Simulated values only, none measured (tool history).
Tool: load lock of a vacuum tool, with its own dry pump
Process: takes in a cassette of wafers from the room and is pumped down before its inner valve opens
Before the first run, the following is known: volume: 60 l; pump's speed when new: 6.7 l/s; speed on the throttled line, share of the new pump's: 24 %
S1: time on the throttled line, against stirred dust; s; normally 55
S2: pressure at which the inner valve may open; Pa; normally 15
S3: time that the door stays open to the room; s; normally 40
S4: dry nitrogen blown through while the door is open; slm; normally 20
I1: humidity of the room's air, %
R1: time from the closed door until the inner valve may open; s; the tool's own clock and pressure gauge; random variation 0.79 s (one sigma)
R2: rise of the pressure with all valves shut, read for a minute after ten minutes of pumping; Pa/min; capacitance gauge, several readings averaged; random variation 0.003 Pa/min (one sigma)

run,day,S1,S2,S3,S4,I1,R1,R2
1,0,55,15,40,20,45.1,120.1,0.016
2,14.225,55,15,40,20,43.4,120.8,0.008
3,22.029,55,15,40,20,42.3,120.9,0.012
4,31.671,55,15,40,12,45.6,120.8,0.021
5,47.342,55,15,40,12,45.5,123,0.012
6,55.8,55,15,40,12,46.6,121,0.012
7,70.321,55,15,40,12,46.9,122.7,0.015
8,82.612,55,15,40,13,47.8,121.3,0.011
9,91.229,55,17,40,20,45.3,121.4,0.015
10,106.938,55,15,40,20,44.8,120.5,0.016
11,122.65,55,15,40,20,45.6,121.3,0.014
12,137.338,55,16,40,20,48.8,121.6,0.018
13,144.738,55,26,184,20,43.3,115.3,0.016
14,155.85,55,12,204,15,49,124.2,0.022
15,166.15,34,23,76,10,44.6,100.9,0.021
16,173.704,34,23,76,10,45,102.1,0.019
17,188.517,34,14,76,14,45.8,106,0.017
18,197.862,34,16,57,5,46,104.9,0.028
19,212.071,34,21,57,5,42.2,103.3,0.026
20,223.708,33,15,189,20,45.6,105.8,0.013
21,236.446,55,17,32,20,45.5,121.4,0.014
22,249.275,55,15,40,14,45.2,121.1,0.016
23,260.967,55,16,71,14,47,121.9,0.016

Removed from this log: 1 entry logged between the listed runs. Between which two listed runs does each belong, and how does the tool's hidden state at the listed run before it compare with that at the listed run after it?
Run 6 -> run 7: door's seal changed, seat wiped (day 65.975)
  leak at the door's seal, Pa l/s: 0.004 -> 0.002

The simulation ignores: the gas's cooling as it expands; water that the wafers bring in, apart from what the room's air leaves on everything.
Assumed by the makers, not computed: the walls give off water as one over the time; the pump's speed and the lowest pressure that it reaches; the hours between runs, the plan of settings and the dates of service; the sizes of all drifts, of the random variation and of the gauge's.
